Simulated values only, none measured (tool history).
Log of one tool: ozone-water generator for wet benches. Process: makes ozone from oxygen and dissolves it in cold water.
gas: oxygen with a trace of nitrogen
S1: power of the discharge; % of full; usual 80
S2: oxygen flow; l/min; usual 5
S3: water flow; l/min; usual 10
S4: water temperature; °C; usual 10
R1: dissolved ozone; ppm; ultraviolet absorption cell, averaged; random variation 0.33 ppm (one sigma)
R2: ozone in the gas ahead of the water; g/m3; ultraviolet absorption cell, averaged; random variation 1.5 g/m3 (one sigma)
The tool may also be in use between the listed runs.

run    hour  S1    S2  S3  S4    R1     R2
  1       0  80     5  10  10  49.5  275.3
  2   107.5  80     5  10  10  48.7  275.9
  3   196.6  80     5  10  10  48.9  275.5
  4   250.5  80     5  10  10    49  274.8
  5   331.1  80     5  10  17  42.9  276.4
  6   395.4  80     5  10  10  48.7  274.9
  7   502.7  90     5  10  10  53.4  303.8
  8   628.2  90     5  10   8  55.6  302.8
      639.5  -- water thermometer calibrated
  9   696.6  90     5   6   8  78.4  302.9
 10     775  80     5   7  10  61.9  273.7
 11   879.8  80     5  12   5  44.7  270.7
      931.5  -- water thermometer calibrated, once more
 12   980.4  80     5  14   6  37.9  270.5
 13  1046.2  92  2.93  14  16  38.8  438.4
 14  1174.2  80  5.17  13  10  38.2  267.4
 15  1265.3  80  5.17  13  10  38.3  266.4
 16  1370.9  80  6.61   7  10  56.5    227
 17  1423.6  80  6.61   7  10  55.7  226.4
 18  1547.2  83  6.99  10  18  37.9  222.7
 19  1611.9  80     5   8   6  59.7  270.2

3 ways to go on from here, each from the tool as it stands after run 19. What would each give?
  A  1701.8  80  8.39   8   6   ?   ?
  B  1701.8  80     5   6   9   ?   ?
  C  1701.8  47   3.2   8  10   ?   ?

run    R1     R2
  A  51.6  191.3
  B  68.2  268.6
  C  39.6  235.2
Without the tool's hidden state the same runs would have given:
run    R1     R2
  A    56    204
  B  73.7  286.5
  C  41.9  244.4
